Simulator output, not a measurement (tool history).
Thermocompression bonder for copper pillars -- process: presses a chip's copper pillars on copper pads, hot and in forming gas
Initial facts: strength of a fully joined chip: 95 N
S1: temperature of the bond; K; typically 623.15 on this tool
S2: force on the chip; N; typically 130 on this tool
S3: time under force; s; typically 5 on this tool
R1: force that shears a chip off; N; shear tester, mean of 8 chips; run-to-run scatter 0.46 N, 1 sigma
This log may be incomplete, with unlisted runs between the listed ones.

| run | hour | S1 | S2 | S3 | R1 |
|---|---|---|---|---|---|
| 1 | 0 | 623.15 | 130 | 5 | 53.9 |
| 2 | 42.8 | 623.15 | 130 | 5 | 53.2 |
| 3 | 69.8 | 623.15 | 130 | 5 | 52.8 |
| 4 | 116.8 | 623.15 | 130 | 11 | 66.2 |
| 5 | 148.5 | 623.15 | 130 | 11 | 70.6 |
| 6 | 173.3 | 623.15 | 130 | 11 | 69.9 |
| 7 | 231.4 | 623.15 | 130 | 11 | 69.3 |
| 8 | 256.7 | 623.15 | 130 | 11 | 69.2 |
| 9 | 286.6 | 623.15 | 130 | 5 | 56.6 |
| 10 | 326.5 | 623.15 | 130 | 14 | 74.9 |
| 11 | 366.4 | 623.15 | 130 | 14 | 73.8 |
| 12 | 401.9 | 623.15 | 130 | 14 | 73.3 |
| 13 | 452 | 623.15 | 130 | 14 | 73.5 |
| 14 | 489.4 | 623.15 | 130 | 14 | 72.5 |
| 15 | 518.8 | 623.15 | 130 | 14 | 72.3 |
| 16 | 566.5 | 623.15 | 130 | 14 | 73 |
| 17 | 613.2 | 623.15 | 130 | 14 | 72.3 |
| 18 | 657.8 | 623.15 | 130 | 14 | 71.7 |
| 19 | 710.6 | 625.15 | 85 | 7 | 48.8 |
| 20 | 765.7 | 625.15 | 130 | 9 | 65.7 |
| 21 | 793.7 | 628.15 | 155 | 6 | 65.3 |
| 22 | 843.6 | 628.15 | 155 | 6 | 64 |
| 23 | 890.4 | 623.15 | 130 | 7 | 60.7 |
| 24 | 920.3 | 629.15 | 147 | 8 | 66.6 |
| 25 | 945 | 623.15 | 148 | 5 | 58.6 |
| 26 | 1003.5 | 631.15 | 107 | 5 | 54.6 |
| 27 | 1032.7 | 651.15 | 107 | 7 | 66.8 |
| 28 | 1078.1 | 623.15 | 110 | 5 | 52.3 |
| 29 | 1104.6 | 623.15 | 101 | 3 | 41.9 |
| 30 | 1161 | 623.15 | 101 | 3 | 41.3 |
| 31 | 1219.2 | 596.15 | 177 | 3 | 49.8 |
| 32 | 1268.3 | 618.15 | 130 | 5 | 55.4 |
| 33 | 1303 | 611.15 | 78 | 5 | 37.9 |

Missing from the log above: 2 entries noted between runs. For each, name the pair of listed runs it sits between and say how the tool's hidden condition differs from the listed run just before to the listed run just after:
In the gap between runs 4 and 5: forming gas filter changed (hour 122.1)
  oxide that the forming gas leaves, % of the face: 7.57 -> 0.8
  measured less the result without the state, R1: -2.9 -> +2 N
In the gap between runs 25 and 26: forming gas filter changed (hour 980)
  true temperature of the bond over the reading, C: 3.9 -> 4; force that reaches the chip, % of what is set: 106.6 -> 106.7; oxide that the forming gas leaves, % of the face: 7.21 -> 0.71
  measured less the result without the state, R1: -0.8 -> +3.3 N
